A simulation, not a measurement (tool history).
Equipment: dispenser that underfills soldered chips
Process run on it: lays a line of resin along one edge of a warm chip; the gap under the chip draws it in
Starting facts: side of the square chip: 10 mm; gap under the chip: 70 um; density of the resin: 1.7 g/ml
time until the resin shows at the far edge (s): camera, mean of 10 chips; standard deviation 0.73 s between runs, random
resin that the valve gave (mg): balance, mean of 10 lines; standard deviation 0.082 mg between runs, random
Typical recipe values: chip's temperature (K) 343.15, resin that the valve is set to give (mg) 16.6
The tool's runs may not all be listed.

run,hour,chip's temperature (K),resin that the valve is set to give (mg),time until the resin shows at the far edge (s),resin that the valve gave (mg)
1,0.0,343.15,16.6,95.3,16.63
2,2.2,343.15,16.6,103.6,16.60
3,6.7,343.15,16.6,126.1,16.54
# hour 8.7: new syringe of resin
4,10.9,343.15,16.6,74.0,16.49
5,14.7,343.15,17.4,85.2,17.38
6,18.4,343.15,17.4,98.5,17.31
7,21.0,343.15,16.6,110.7,16.29
8,23.9,343.15,16.6,122.0,16.43
# hour 26.4: new syringe of resin
9,27.4,353.15,16.6,48.1,16.30
10,29.7,353.15,16.6,52.8,16.42
11,32.8,353.15,19.4,57.5,19.14
12,35.6,353.15,14.4,67.8,14.06
13,37.9,353.15,14.4,75.2,14.07
14,41.3,353.15,14.4,86.0,13.94
15,43.1,332.15,16.4,208.1,16.04
# hour 44.0: new syringe of resin
16,47.3,332.15,16.4,123.4,16.02
17,51.6,343.15,16.6,92.8,16.14
18,55.7,343.15,15.3,112.0,14.94
19,60.1,354.15,20.6,79.0,20.06
# hour 61.5: new syringe of resin
20,62.8,347.15,14.4,65.7,13.99
21,65.8,337.15,17.5,103.2,16.84
22,68.9,333.15,19.8,136.9,19.14

Run by run, hidden condition taken away, random variation retained:
Hidden state at play: resin's viscosity, % of fresh resin's; dose that the valve gives, % of what is set; true chip temperature over the reading, C; drift of the gauge itself on fill_s, %; drift of the gauge itself on given_mg, %.
run,time until the resin shows at the far edge (s),resin that the valve gave (mg)
1,65.6,16.64
2,65.3,16.63
3,66.6,16.61
4,66.1,16.60
5,65.7,17.52
6,65.9,17.50
7,66.9,16.48
8,65.6,16.65
9,45.2,16.55
10,45.5,16.69
11,43.9,19.49
12,46.1,14.34
13,46.7,14.37
14,46.9,14.27
15,105.6,16.43
16,105.6,16.44
17,67.2,16.60
18,69.4,15.41
19,41.8,20.74
20,59.7,14.48
21,83.8,17.47
22,99.2,19.89

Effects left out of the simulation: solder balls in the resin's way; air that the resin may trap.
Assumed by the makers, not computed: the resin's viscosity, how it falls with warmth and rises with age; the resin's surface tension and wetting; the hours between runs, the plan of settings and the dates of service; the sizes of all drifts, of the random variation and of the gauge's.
